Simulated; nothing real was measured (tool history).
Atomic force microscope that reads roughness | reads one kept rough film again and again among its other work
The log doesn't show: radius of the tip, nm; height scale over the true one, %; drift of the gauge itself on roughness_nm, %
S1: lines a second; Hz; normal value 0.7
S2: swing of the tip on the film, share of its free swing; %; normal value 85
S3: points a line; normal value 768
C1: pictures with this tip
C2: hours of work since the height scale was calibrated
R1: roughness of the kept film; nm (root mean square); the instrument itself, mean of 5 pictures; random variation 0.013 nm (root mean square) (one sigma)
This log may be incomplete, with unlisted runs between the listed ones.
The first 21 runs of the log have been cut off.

Run 22, hour 410.6: usual settings but S3 325; C1 165; C2 70. Result: R1 2.924 nm (root mean square).
At hour 415.4: new tip fitted.
Run 23, hour 436.8: usual settings but S1 0.516 Hz, S2 67 %, S3 560; C1 47; C2 87. Result: R1 3.177 nm (root mean square).
At hour 445.2: height scale calibrated on a step standard, once more.
Run 24, hour 451.9: usual settings but S1 0.757 Hz, S2 61 %, S3 550; C1 77; C2 4. Result: R1 3.233 nm (root mean square).
Run 25, hour 480: usual settings but S1 0.757 Hz, S2 61 %, S3 550; C1 138; C2 22. Result: R1 3.14 nm (root mean square).
At hour 497.1: new tip fitted.
Run 26, hour 507.1: usual settings but S1 3.567 Hz, S2 71 %, S3 458; C1 22; C2 39. Result: R1 2.848 nm (root mean square).
Run 27, hour 532.3: usual settings but S1 0.991 Hz, S2 66 %; C1 77; C2 55. Result: R1 3.144 nm (root mean square).
Run 28, hour 560.6: usual settings but S1 0.973 Hz, S2 84 %, S3 333; C1 138; C2 73. Result: R1 2.952 nm (root mean square).
At hour 578.4: new tip fitted.
Run 29, hour 582.1: usual settings but S1 0.991 Hz, S3 531; C1 8; C2 86. Result: R1 3.039 nm (root mean square).
Run 30, hour 609.8: usual settings but S1 0.878 Hz, S2 86 %; C1 68; C2 104. Result: R1 3.047 nm (root mean square).
Run 31, hour 634.5: usual settings but S1 1.686 Hz, S2 86 %, S3 288; C1 122; C2 120. Result: R1 2.757 nm (root mean square).
Run 32, hour 646.5: usual settings but S1 1.654 Hz, S2 55 %; C1 148; C2 127. Result: R1 3.096 nm (root mean square).
At hour 660.1: new tip fitted.
Run 33, hour 668.6: usual settings but S2 59 %, S3 802; C1 19; C2 141. Result: R1 3.271 nm (root mean square).
Run 34, hour 682.7: usual settings but S2 59 %, S3 802; C1 49; C2 150. Result: R1 3.257 nm (root mean square).
Run 35, hour 710.9: usual settings but S1 2.598 Hz, S3 641; C1 110; C2 168. Result: R1 2.597 nm (root mean square).
Run 36, hour 728.4: usual settings but S1 2.598 Hz, S2 64 %, S3 757; C1 148; C2 179. Result: R1 2.974 nm (root mean square).
At hour 742.6: new tip fitted.
Run 37, hour 747.8: usual settings but S1 0.542 Hz, S2 61 %; C1 11; C2 191. Result: R1 3.308 nm (root mean square).
Run 38, hour 759.6: usual settings but S2 67 %, S3 571; C1 37; C2 198. Result: R1 3.231 nm (root mean square).
Run 39, hour 787.1: usual settings but S2 67 %, S3 571; C1 97; C2 216. Result: R1 3.18 nm (root mean square).
Run 40, hour 806.8: usual settings but S2 67 %, S3 571; C1 140; C2 228. Result: R1 3.126 nm (root mean square).
At hour 823.3: new tip fitted.
Run 41, hour 832.7: usual settings but S1 1.325 Hz, S2 64 %, S3 887; C1 21; C2 244. Result: R1 3.184 nm (root mean square).
Run 42, hour 849.6: usual settings but S1 2.789 Hz, S2 63 %, S3 385; C1 57; C2 255. Result: R1 3.035 nm (root mean square).
Run 43, hour 870.2: usual settings but S1 0.686 Hz, S2 63 %, S3 385; C1 102; C2 268. Result: R1 3.183 nm (root mean square).

4 options for the next run, each taken on its own from the tool as it stands now. Forecast them:
Run A, hour 886.3: usual settings but S1 0.686 Hz, S2 58 %, S3 385; C1 137; C2 278. Result: R1 ?.
Run B, hour 886.3: usual settings but S3 999; C1 137; C2 278. Result: R1 ?.
Run C, hour 886.3: usual settings but S1 0.554 Hz, S2 63 %, S3 324; C1 137; C2 278. Result: R1 ?.
Run D, hour 886.3: usual settings but S3 981; C1 137; C2 278. Result: R1 ?.

run     R1
  A  3.163
  B  3.038
  C  3.149
  D  3.015
Without the tool's hidden state the same runs would have given:
run     R1
  A  3.308
  B  3.176
  C  3.293
  D  3.153

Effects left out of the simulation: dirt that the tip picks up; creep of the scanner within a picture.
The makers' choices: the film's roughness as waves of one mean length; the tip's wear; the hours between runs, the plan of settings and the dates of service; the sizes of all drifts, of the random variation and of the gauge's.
